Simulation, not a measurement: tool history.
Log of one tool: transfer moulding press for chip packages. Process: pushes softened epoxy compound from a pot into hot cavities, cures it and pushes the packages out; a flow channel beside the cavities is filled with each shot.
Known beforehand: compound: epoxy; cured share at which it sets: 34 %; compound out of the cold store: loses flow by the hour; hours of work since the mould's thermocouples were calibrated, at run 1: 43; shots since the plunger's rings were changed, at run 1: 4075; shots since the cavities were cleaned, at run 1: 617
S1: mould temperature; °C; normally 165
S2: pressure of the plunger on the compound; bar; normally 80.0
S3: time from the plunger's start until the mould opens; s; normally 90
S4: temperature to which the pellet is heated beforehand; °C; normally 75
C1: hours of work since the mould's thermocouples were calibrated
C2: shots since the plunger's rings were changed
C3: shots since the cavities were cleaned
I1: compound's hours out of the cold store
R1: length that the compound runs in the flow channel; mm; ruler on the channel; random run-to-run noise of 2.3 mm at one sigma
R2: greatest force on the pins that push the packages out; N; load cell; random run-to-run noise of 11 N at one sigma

Run 1, hour 0.0: usual settings; C1 43; C2 4075; C3 617; I1 41.5. Result: R1 428 mm, R2 885 N.
Run 2, hour 18.6: usual settings but S2 79.6 bar; C1 51; C2 4261; C3 803; I1 16.5. Result: R1 503 mm, R2 1009 N.
Run 3, hour 32.6: usual settings but S2 79.6 bar; C1 58; C2 4400; C3 942; I1 15.0. Result: R1 507 mm, R2 1023 N.
Run 4, hour 46.6: usual settings but S2 79.6 bar; C1 64; C2 4540; C3 1082; I1 12.1. Result: R1 516 mm, R2 1090 N.
At hour 61.4: cavities cleaned with cleaning compound and waxed.
Run 5, hour 65.5: usual settings but S2 79.6 bar; C1 73; C2 4714; C3 41; I1 25.5. Result: R1 470 mm, R2 549 N.
Run 6, hour 82.5: usual settings but S2 79.6 bar; C1 80; C2 4883; C3 210; I1 26.1. Result: R1 468 mm, R2 723 N.
Run 7, hour 94.0: usual settings but S2 79.6 bar; C1 86; C2 4998; C3 325; I1 25.7. Result: R1 466 mm, R2 797 N.
Run 8, hour 107.8: usual settings but S1 164 °C, S2 79.6 bar; C1 92; C2 5135; C3 462; I1 18.9. Result: R1 493 mm, R2 968 N.
At hour 117.6: plunger's sealing rings changed.
Run 9, hour 133.1: usual settings; C1 103; C2 155; C3 690; I1 29.3. Result: R1 492 mm, R2 948 N.
Run 10, hour 155.5: usual settings; C1 113; C2 378; C3 913; I1 19.0. Result: R1 530 mm, R2 1042 N.
Run 11, hour 172.9: usual settings but S1 157 °C; C1 121; C2 551; C3 1086; I1 19.7. Result: R1 535 mm, R2 1739 N.
At hour 187.0: cavities cleaned with cleaning compound and waxed.
Run 12, hour 189.3: usual settings but S1 157 °C; C1 128; C2 700; C3 23; I1 9.6. Result: R1 570 mm, R2 940 N.
At hour 192.5: mould's thermocouples calibrated.
Run 13, hour 214.3: usual settings but S1 157 °C, S3 87 s; C1 10; C2 929; C3 252; I1 41.6. Result: R1 453 mm, R2 1207 N.
Run 14, hour 232.2: usual settings but S1 157 °C, S3 87 s; C1 18; C2 1107; C3 430; I1 21.5. Result: R1 518 mm, R2 1574 N.
At hour 250.7: mould's thermocouples calibrated, once more.
Run 15, hour 258.1: usual settings but S4 71 °C; C1 3; C2 1346; C3 669; I1 31.6. Result: R1 477 mm, R2 956 N.
Run 16, hour 270.0: usual settings but S1 169 °C; C1 9; C2 1464; C3 787; I1 10.6. Result: R1 547 mm, R2 887 N.
Run 17, hour 280.9: usual settings but S2 82.1 bar; C1 14; C2 1573; C3 896; I1 32.3. Result: R1 481 mm, R2 1010 N.
Run 18, hour 307.1: usual settings but S2 82.1 bar; C1 26; C2 1834; C3 1157; I1 12.8. Result: R1 544 mm, R2 1140 N.
At hour 313.9: cavities cleaned with cleaning compound and waxed.
Run 19, hour 331.0: usual settings but S2 82.1 bar; C1 37; C2 2057; C3 170; I1 25.8. Result: R1 500 mm, R2 694 N.
Run 20, hour 346.1: usual settings but S2 82.1 bar, S4 78 °C; C1 44; C2 2208; C3 321; I1 18.4. Result: R1 523 mm, R2 818 N.
Run 21, hour 368.6: usual settings but S1 162 °C, S3 96 s; C1 54; C2 2432; C3 545; I1 39.8. Result: R1 447 mm, R2 940 N.
Run 22, hour 382.5: usual settings but S1 168 °C, S2 92.8 bar, S3 96 s; C1 61; C2 2571; C3 684; I1 8.0. Result: R1 589 mm, R2 793 N.
Run 23, hour 399.8: usual settings but S1 158 °C, S2 90.3 bar, S3 85 s; C1 69; C2 2743; C3 856; I1 26.0. Result: R1 526 mm, R2 1742 N.
Run 24, hour 425.2: usual settings but S1 161 °C, S2 63.2 bar, S3 87 s, S4 73 °C; C1 80; C2 2997; C3 1110; I1 39.7. Result: R1 395 mm, R2 1307 N.
At hour 436.5: cavities cleaned with cleaning compound and waxed.
Run 25, hour 449.2: usual settings but S1 161 °C, S2 78.8 bar, S3 87 s, S4 73 °C; C1 91; C2 3221; C3 127; I1 18.2. Result: R1 507 mm, R2 923 N.
Run 26, hour 474.9: usual settings but S2 81.9 bar, S3 126 s; C1 103; C2 3477; C3 383; I1 11.9. Result: R1 533 mm, R2 652 N.
Run 27, hour 495.0: usual settings but S2 97.7 bar; C1 112; C2 3677; C3 583; I1 34.3. Result: R1 501 mm, R2 906 N.
Run 28, hour 511.4: usual settings but S3 101 s, S4 81 °C; C1 120; C2 3840; C3 746; I1 21.8. Result: R1 494 mm, R2 869 N.

4 ways to go on from here, each from the tool as it stands after run 28. What would each give?
Run A, hour 529.0: usual settings but S3 87 s, S4 81 °C; C1 128; C2 4016; C3 922; I1 46.7. Result: R1 ?, R2 ?.
Run B, hour 529.0: usual settings but S2 61.1 bar, S3 75 s, S4 69 °C; C1 128; C2 4016; C3 922; I1 25.6. Result: R1 ?, R2 ?.
Run C, hour 529.0: usual settings but S1 159 °C, S2 83.5 bar, S3 101 s, S4 81 °C; C1 128; C2 4016; C3 922; I1 11.7. Result: R1 ?, R2 ?.
Run D, hour 529.0: usual settings but S3 71 s, S4 81 °C; C1 128; C2 4016; C3 922; I1 17.9. Result: R1 ?, R2 ?.

run   R1    R2
  A  417  1027
  B  414  1614
  C  540  1170
  D  503  1850
The same runs, with their run-to-run variation unchanged, on a tool lacking any hidden condition would have given:
run   R1   R2
  A  441  498
  B  438  781
  C  572  563
  D  532  900
